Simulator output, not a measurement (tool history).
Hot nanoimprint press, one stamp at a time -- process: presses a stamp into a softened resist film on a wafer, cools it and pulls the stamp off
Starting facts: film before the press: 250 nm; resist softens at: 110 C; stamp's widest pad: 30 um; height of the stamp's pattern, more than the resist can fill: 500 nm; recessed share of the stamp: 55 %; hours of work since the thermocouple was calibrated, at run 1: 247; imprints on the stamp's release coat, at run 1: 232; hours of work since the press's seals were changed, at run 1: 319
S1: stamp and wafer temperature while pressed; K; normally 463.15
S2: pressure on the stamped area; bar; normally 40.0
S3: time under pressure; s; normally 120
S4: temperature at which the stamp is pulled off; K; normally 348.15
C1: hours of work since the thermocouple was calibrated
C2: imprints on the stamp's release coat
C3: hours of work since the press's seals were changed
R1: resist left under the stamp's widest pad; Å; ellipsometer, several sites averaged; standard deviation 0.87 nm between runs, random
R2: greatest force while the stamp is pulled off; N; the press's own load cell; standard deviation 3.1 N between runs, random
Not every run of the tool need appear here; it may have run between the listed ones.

run   hour      S1    S2   S3      S4   C1   C2   C3    R1   R2
  1    0.0  463.15  40.0  120  348.15  247  232  319  1180  154
  2   13.5  471.15  40.0  120  348.15  256  280  328   861  155
  3   22.0  471.15  40.0  120  348.15  261  310  333   861  158
  4   39.8  471.15  40.0  120  348.15  273  372  345   851  163
  5   51.7  464.15  40.0  120  348.15  281  414  353  1134  164
  6   61.7  463.15  40.0  137  348.15  287  449  359  1118  160
  7   73.4  463.15  40.0  137  334.15  295  491  367  1114  181
  8   83.8  463.15  40.0  137  344.15  302  528  374  1115  167
      88.3  -- plate thermocouple calibrated
  9  101.3  463.15  40.0  137  344.15    9  579  384  1120  171
 10  117.0  452.15  28.8  121  335.15   19  634  394  1937  189
 11  134.7  452.15  28.8  121  335.15   31  696  406  1919  185
 12  144.3  455.15  34.2  149  346.15   37  730  412  1584  174
 13  157.3  462.15  30.7  162  343.15   45  776  420  1247  176

4 options for the next run, each taken on its own from the tool as it stands now. Forecast them:
  A  176.9  463.15  35.7   65  348.15  58  845  433   ?   ?
  B  176.9  464.15  62.3  120  348.15  58  845  433   ?   ?
  C  176.9  463.15  24.3  195  348.15  58  845  433   ?   ?
  D  176.9  464.15  40.0  118  338.15  58  845  433   ?   ?

run    R1   R2
  A  1523  170
  B   904  174
  C  1259  181
  D  1144  177
With the hidden condition removed and each run's random variation left untouched, the same runs would have given:
run    R1   R2
  A  1543  141
  B   915  145
  C  1280  151
  D  1161  147
